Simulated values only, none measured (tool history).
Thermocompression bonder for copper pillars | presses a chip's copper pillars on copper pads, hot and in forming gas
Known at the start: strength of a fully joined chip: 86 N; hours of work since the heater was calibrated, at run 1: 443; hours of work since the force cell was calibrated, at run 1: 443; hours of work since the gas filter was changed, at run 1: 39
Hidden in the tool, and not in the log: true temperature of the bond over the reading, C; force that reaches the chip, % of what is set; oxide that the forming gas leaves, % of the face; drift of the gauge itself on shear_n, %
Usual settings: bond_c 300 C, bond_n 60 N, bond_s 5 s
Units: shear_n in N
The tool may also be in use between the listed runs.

run	hour	bond_c	bond_n	bond_s	hours of work since the heater was calibrated	hours of work since the force cell was calibrated	hours of work since the gas filter was changed	shear_n
1	0.0	300	60	5	443	443	39	58.1
2	26.6	300	36	5	456	456	52	36.4
3	53.3	300	36	5	469	469	65	35.7
4	80.0	300	36	5	482	482	78	35.7
5	95.3	300	36	5	490	490	86	35.0
6	119.7	300	60	5	502	502	98	53.9
# hour 130.1: forming gas filter changed
7	136.5	325	60	5	510	510	3	69.3
8	160.9	325	60	5	522	522	15	67.2
9	189.8	325	60	5	537	537	30	68.3
10	207.7	300	60	5	545	545	38	56.4
11	220.6	286	60	5	552	552	45	50.0
12	241.8	286	60	5	562	562	55	49.8
13	256.0	300	60	8	569	569	62	63.9
14	272.4	300	53	8	577	577	71	57.3
15	298.5	300	53	8	590	590	84	56.4
16	320.1	300	53	8	601	601	94	56.1
17	336.2	286	60	5	609	609	102	49.4
# hour 338.6: forming gas filter changed
18	358.7	286	60	5	620	620	10	50.2
19	386.9	300	60	5	634	634	24	56.4
20	413.5	300	60	5	647	647	37	56.3
21	434.9	300	84	3	658	658	48	62.2
22	454.0	302	58	6	667	667	57	56.6
23	477.7	296	72	5	679	679	69	60.1
24	490.9	274	72	14	686	686	76	65.3
25	517.1	296	88	6	699	699	88	68.7
# hour 547.0: forming gas filter changed
26	549.1	288	63	6	714	714	1	55.9
27	575.0	280	60	3	727	727	14	39.5
28	592.1	280	60	3	736	736	22	39.8
29	616.6	280	60	11	748	748	34	58.8
30	639.4	280	60	11	759	759	46	56.9
31	666.5	318	60	7	772	772	59	66.8
32	690.3	318	67	3	784	784	71	58.3
33	712.6	318	67	3	795	795	82	59.1
34	731.7	293	63	4	805	805	92	48.5
# hour 754.4: forming gas filter changed
35	755.3	301	57	4	816	816	0	51.0
36	770.9	305	57	3	824	824	8	48.3
37	792.3	300	86	3	835	835	19	63.0
38	820.8	300	86	3	849	849	33	62.2
39	843.4	301	60	5	860	860	44	55.4

Forecast each of these 3 alternatives for the next run:
A	861.9	280	52	6	869	869	53	?
B	861.9	308	46	3	869	869	53	?
C	861.9	300	50	5	869	869	53	?

run	shear_n
A	44.0
B	38.5
C	47.4
Without the tool's hidden state the same runs would have given:
run	shear_n
A	51.7
B	45.2
C	55.1
